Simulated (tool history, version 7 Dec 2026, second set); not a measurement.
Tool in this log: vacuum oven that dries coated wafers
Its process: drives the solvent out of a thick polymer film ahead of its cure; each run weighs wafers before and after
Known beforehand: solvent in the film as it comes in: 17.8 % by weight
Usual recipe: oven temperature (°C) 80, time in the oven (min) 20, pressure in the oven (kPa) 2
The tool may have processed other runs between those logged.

run	hour	oven temperature (°C)	time in the oven (min)	pressure in the oven (kPa)	solvent left in the film (%)
1	0	80	20	2	3.35
2	14.8	80	20	2	3.54
3	22.2	80	20	2	3.32
4	31.8	80	20	1.27	2.91
5	47	80	11	2	5.83
6	62.7	80	11	2	5.93
# hour 65.5: oven's thermocouples calibrated
7	73.7	80	11	2	6.27
8	85.3	80	11	2	6.21
9	92.4	70	21	2	7.57
10	108.4	69	19	2	8.35
11	116.6	79	34	3.23	3.52

Consider 4 possible next runs. They are alternatives, not a sequence: every one starts from the tool as it was left by run 11. What does each give?
A	125.9	81	34	3.23	?
B	125.9	76	12	2.7	?
C	125.9	79	34	5.67	?
D	125.9	88	34	3.51	?

run	solvent left in the film (%)
A	3.03
B	7.79
C	5.73
D	2.29
Take away the tool's hidden state, keep each run's random variation, and the runs would have read:
run	solvent left in the film (%)
A	2.79
B	7.27
C	5.35
D	2.15
